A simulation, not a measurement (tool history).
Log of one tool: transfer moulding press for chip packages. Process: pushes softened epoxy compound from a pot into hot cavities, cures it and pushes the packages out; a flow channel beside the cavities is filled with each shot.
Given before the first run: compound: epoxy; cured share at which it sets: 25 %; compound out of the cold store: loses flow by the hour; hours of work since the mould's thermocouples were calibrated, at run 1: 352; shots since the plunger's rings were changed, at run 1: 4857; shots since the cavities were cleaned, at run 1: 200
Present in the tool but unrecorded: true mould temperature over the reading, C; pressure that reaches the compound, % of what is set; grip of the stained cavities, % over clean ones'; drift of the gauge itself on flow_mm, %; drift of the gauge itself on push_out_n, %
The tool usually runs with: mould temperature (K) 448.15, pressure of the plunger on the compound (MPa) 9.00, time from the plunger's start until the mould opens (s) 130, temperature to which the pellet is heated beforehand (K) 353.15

| run | hour | mould temperature (K) | pressure of the plunger on the compound (MPa) | time from the plunger's start until the mould opens (s) | temperature to which the pellet is heated beforehand (K) | hours of work since the mould's thermocouples were calibrated | shots since the plunger's rings were changed | shots since the cavities were cleaned | incoming compound's hours out of the cold store | length that the compound runs in the flow channel (mm) | greatest force on the pins that push the packages out (N) |
|---|---|---|---|---|---|---|---|---|---|---|---|
| 1 | 0.0 | 448.15 | 9.00 | 130 | 353.15 | 352 | 4857 | 200 | 20.8 | 799 | 310 |
| 2 | 45.5 | 448.15 | 9.00 | 130 | 353.15 | 379 | 5233 | 576 | 27.6 | 771 | 406 |
|  | 61.0 | mould's thermocouples calibrated |
|  | 85.3 | cavities cleaned with cleaning compound and waxed |
| 3 | 146.8 | 448.15 | 9.00 | 130 | 353.15 | 48 | 6041 | 508 | 44.0 | 693 | 387 |
|  | 192.0 | cavities cleaned with cleaning compound and waxed |
|  | 237.6 | plunger's sealing rings changed |
| 4 | 239.5 | 448.15 | 7.25 | 130 | 353.15 | 100 | 17 | 372 | 15.7 | 813 | 396 |
|  | 299.6 | cavities cleaned with cleaning compound and waxed |
| 5 | 323.0 | 448.15 | 9.00 | 130 | 353.15 | 147 | 694 | 193 | 15.4 | 896 | 340 |
|  | 402.0 | cavities cleaned with cleaning compound and waxed |
| 6 | 423.2 | 448.15 | 9.00 | 130 | 353.15 | 204 | 1511 | 176 | 38.5 | 750 | 308 |
| 7 | 465.1 | 448.15 | 9.00 | 130 | 353.15 | 228 | 1856 | 521 | 32.5 | 792 | 394 |
|  | 505.6 | cavities cleaned with cleaning compound and waxed |
| 8 | 549.5 | 448.15 | 9.00 | 130 | 353.15 | 275 | 2542 | 363 | 25.1 | 812 | 353 |
|  | 609.2 | cavities cleaned with cleaning compound and waxed |
| 9 | 617.3 | 448.15 | 9.00 | 130 | 353.15 | 314 | 3090 | 67 | 25.7 | 809 | 256 |
|  | 714.8 | cavities cleaned with cleaning compound and waxed |
| 10 | 716.0 | 445.15 | 7.30 | 148 | 358.15 | 370 | 3894 | 10 | 34.5 | 701 | 232 |
|  | 745.4 | mould's thermocouples calibrated |
| 11 | 801.8 | 448.15 | 7.82 | 125 | 353.15 | 33 | 4587 | 703 | 9.7 | 819 | 467 |
|  | 823.8 | cavities cleaned with cleaning compound and waxed |
| 12 | 881.9 | 448.15 | 8.71 | 151 | 353.15 | 78 | 5236 | 480 | 42.1 | 710 | 344 |
|  | 923.9 | cavities cleaned with cleaning compound and waxed |
| 13 | 927.4 | 448.15 | 8.71 | 151 | 353.15 | 103 | 5600 | 29 | 29.0 | 749 | 213 |
| 14 | 972.7 | 448.15 | 8.71 | 151 | 353.15 | 129 | 5974 | 403 | 32.5 | 723 | 342 |
|  | 1023.9 | cavities cleaned with cleaning compound and waxed |
| 15 | 1045.6 | 448.15 | 7.61 | 141 | 358.15 | 170 | 6564 | 179 | 29.0 | 684 | 280 |
|  | 1076.4 | plunger's sealing rings changed |
|  | 1127.0 | cavities cleaned with cleaning compound and waxed |
| 16 | 1141.4 | 448.15 | 7.61 | 141 | 358.15 | 223 | 525 | 119 | 14.0 | 821 | 267 |
| 17 | 1217.3 | 448.15 | 8.90 | 151 | 343.15 | 267 | 1153 | 747 | 41.3 | 746 | 367 |

Describe how what the log doesn't record of the tool's condition differs between the last listed run preceding each entry between runs and the first listed run following it.
In the gap between runs 2 and 3: mould's thermocouples calibrated (hour 61.0); cavities cleaned with cleaning compound and waxed (hour 85.3)
  true mould temperature over the reading, C: 0.74 -> 0.15; pressure that reaches the compound, % of what is set: 86.77 -> 84.71; grip of the stained cavities, % over clean ones': 72.8 -> 71
  measured result minus the result with no hidden state, length that the compound runs in the flow channel (mm): -60 -> -61; greatest force on the pins that push the packages out (N): +162 -> +160
In the gap between runs 3 and 4: cavities cleaned with cleaning compound and waxed (hour 192.0); plunger's sealing rings changed (hour 237.6)
  true mould temperature over the reading, C: 0.15 -> 0.27; pressure that reaches the compound, % of what is set: 84.71 -> 99.33; grip of the stained cavities, % over clean ones': 71 -> 61.8
  measured result minus the result with no hidden state, length that the compound runs in the flow channel (mm): -61 -> -4; greatest force on the pins that push the packages out (N): +160 -> +147
In the gap between runs 4 and 5: cavities cleaned with cleaning compound and waxed (hour 299.6)
  true mould temperature over the reading, C: 0.27 -> 0.38; pressure that reaches the compound, % of what is set: 99.33 -> 97.84; grip of the stained cavities, % over clean ones': 61.8 -> 37.9
  measured result minus the result with no hidden state, length that the compound runs in the flow channel (mm): -4 -> -12; greatest force on the pins that push the packages out (N): +147 -> +89
In the gap between runs 5 and 6: cavities cleaned with cleaning compound and waxed (hour 402.0)
  true mould temperature over the reading, C: 0.38 -> 0.52; pressure that reaches the compound, % of what is set: 97.84 -> 95.89; grip of the stained cavities, % over clean ones': 37.9 -> 36.1
  measured result minus the result with no hidden state, length that the compound runs in the flow channel (mm): -12 -> -18; greatest force on the pins that push the packages out (N): +89 -> +77
In the gap between runs 7 and 8: cavities cleaned with cleaning compound and waxed (hour 505.6)
  true mould temperature over the reading, C: 0.58 -> 0.69; pressure that reaches the compound, % of what is set: 95.09 -> 93.46; grip of the stained cavities, % over clean ones': 71 -> 57.2
  measured result minus the result with no hidden state, length that the compound runs in the flow channel (mm): -23 -> -31; greatest force on the pins that push the packages out (N): +158 -> +123
In the gap between runs 8 and 9: cavities cleaned with cleaning compound and waxed (hour 609.2)
  true mould temperature over the reading, C: 0.69 -> 0.78; pressure that reaches the compound, % of what is set: 93.46 -> 91.99; grip of the stained cavities, % over clean ones': 57.2 -> 13.8
  measured result minus the result with no hidden state, length that the compound runs in the flow channel (mm): -31 -> -39; greatest force on the pins that push the packages out (N): +123 -> +24
In the gap between runs 9 and 10: cavities cleaned with cleaning compound and waxed (hour 714.8)
  true mould temperature over the reading, C: 0.78 -> 0.92; pressure that reaches the compound, % of what is set: 91.99 -> 90.13; grip of the stained cavities, % over clean ones': 13.8 -> 4.7
  measured result minus the result with no hidden state, length that the compound runs in the flow channel (mm): -39 -> -42; greatest force on the pins that push the packages out (N): +24 -> +3
In the gap between runs 10 and 11: mould's thermocouples calibrated (hour 745.4)
  true mould temperature over the reading, C: 0.92 -> 0.35; pressure that reaches the compound, % of what is set: 90.13 -> 88.27; grip of the stained cavities, % over clean ones': 4.7 -> 81.1
  measured result minus the result with no hidden state, length that the compound runs in the flow channel (mm): -42 -> -55; greatest force on the pins that push the packages out (N): +3 -> +205
In the gap between runs 11 and 12: cavities cleaned with cleaning compound and waxed (hour 823.8)
  true mould temperature over the reading, C: 0.35 -> 0.46; pressure that reaches the compound, % of what is set: 88.27 -> 86.59; grip of the stained cavities, % over clean ones': 81.1 -> 67.5
  measured result minus the result with no hidden state, length that the compound runs in the flow channel (mm): -55 -> -55; greatest force on the pins that push the packages out (N): +205 -> +136
In the gap between runs 12 and 13: cavities cleaned with cleaning compound and waxed (hour 923.9)
  true mould temperature over the reading, C: 0.46 -> 0.52; pressure that reaches the compound, % of what is set: 86.59 -> 85.8; grip of the stained cavities, % over clean ones': 67.5 -> 6.3
  measured result minus the result with no hidden state, length that the compound runs in the flow channel (mm): -55 -> -62; greatest force on the pins that push the packages out (N): +136 -> +11
In the gap between runs 14 and 15: cavities cleaned with cleaning compound and waxed (hour 1023.9)
  true mould temperature over the reading, C: 0.58 -> 0.69; pressure that reaches the compound, % of what is set: 84.83 -> 83.35; grip of the stained cavities, % over clean ones': 62.7 -> 38.3
  measured result minus the result with no hidden state, length that the compound runs in the flow channel (mm): -64 -> -69; greatest force on the pins that push the packages out (N): +127 -> +75
In the gap between runs 15 and 16: plunger's sealing rings changed (hour 1076.4); cavities cleaned with cleaning compound and waxed (hour 1127.0)
  true mould temperature over the reading, C: 0.69 -> 0.81; pressure that reaches the compound, % of what is set: 83.35 -> 98.16; grip of the stained cavities, % over clean ones': 38.3 -> 24.9
  measured result minus the result with no hidden state, length that the compound runs in the flow channel (mm): -69 -> -12; greatest force on the pins that push the packages out (N): +75 -> +47

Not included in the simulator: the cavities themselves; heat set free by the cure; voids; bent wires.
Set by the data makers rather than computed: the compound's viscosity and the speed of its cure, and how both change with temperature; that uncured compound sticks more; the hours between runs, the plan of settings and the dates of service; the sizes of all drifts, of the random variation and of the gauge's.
